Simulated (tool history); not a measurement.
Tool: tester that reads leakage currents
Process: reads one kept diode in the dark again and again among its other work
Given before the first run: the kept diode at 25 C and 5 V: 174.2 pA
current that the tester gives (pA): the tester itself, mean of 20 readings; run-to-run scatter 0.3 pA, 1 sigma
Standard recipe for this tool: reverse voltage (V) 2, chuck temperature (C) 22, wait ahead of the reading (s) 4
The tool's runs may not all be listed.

| run | hour | reverse voltage (V) | chuck temperature (C) | wait ahead of the reading (s) | current that the tester gives (pA) |
|---|---|---|---|---|---|
| 1 | 0 | 2 | 22 | 4 | 96.37 |
| 2 | 116.9 | 2 | 22 | 0.48 | 97.47 |
| 3 | 203.3 | 2 | 22 | 0.48 | 96.74 |
| 4 | 297.1 | 2 | 58 | 4 | 1280.37 |
| 5 | 473.3 | 2 | 58 | 4 | 1274.46 |
| 6 | 603.6 | 2 | 58 | 4 | 1268.53 |
| 7 | 701.3 | 2 | 22 | 1.8 | 95.29 |
| 8 | 848.8 | 2 | 22 | 1.8 | 94.45 |
| 9 | 962.9 | 2 | 22 | 1.8 | 95.54 |
| 10 | 1078.8 | 2 | 22 | 1.8 | 94.39 |
| 11 | 1152.9 | 2 | 22 | 1.8 | 94.78 |
| 12 | 1259.7 | 2 | 22 | 1.8 | 94.39 |
| 13 | 1395.7 | 2 | 22 | 1.8 | 94.17 |
| 14 | 1514.1 | 5.41 | 38 | 1.97 | 455.39 |
| 15 | 1597.8 | 9.41 | 22 | 4 | 166.88 |
|  | 1610.9 | tester calibrated |
| 16 | 1732.2 | 12.76 | 22 | 0.44 | 195.91 |
| 17 | 1827.9 | 2.19 | 39 | 7.01 | 347.27 |
| 18 | 1930.3 | 1.61 | 42 | 6.15 | 388.5 |
|  | 1959.8 | chuck's temperature calibrated |
|  | 2023.1 | tester calibrated, once more |
| 19 | 2108.7 | 1.61 | 42 | 6.15 | 425.52 |
| 20 | 2213 | 1.61 | 42 | 6.15 | 424.76 |
| 21 | 2353.3 | 15.23 | 55 | 6.15 | 2244.02 |
| 22 | 2495.3 | 15.23 | 55 | 6.15 | 2228.31 |
| 23 | 2598.3 | 15.23 | 55 | 6.15 | 2241.56 |
| 24 | 2714.8 | 1.83 | 55 | 4.81 | 1061.84 |

Branching from run 24: 5 alternative next runs. What would each branch give?
| A | 2792.5 | 8.01 | 28 | 1.15 | ? |
| B | 2792.5 | 2.8 | 21 | 0.61 | ? |
| C | 2792.5 | 2 | 23 | 4 | ? |
| D | 2792.5 | 2.19 | 35 | 3.75 | ? |
| E | 2792.5 | 8.7 | 22 | 4 | ? |

| run | current that the tester gives (pA) |
|---|---|
| A | 272.08 |
| B | 108.09 |
| C | 110.38 |
| D | 283.07 |
| E | 178.39 |
The same runs, with their run-to-run variation unchanged, on a tool lacking any hidden condition would have given:
| run | current that the tester gives (pA) |
|---|---|
| A | 262.16 |
| B | 104.71 |
| C | 108.14 |
| D | 281.39 |
| E | 167.05 |

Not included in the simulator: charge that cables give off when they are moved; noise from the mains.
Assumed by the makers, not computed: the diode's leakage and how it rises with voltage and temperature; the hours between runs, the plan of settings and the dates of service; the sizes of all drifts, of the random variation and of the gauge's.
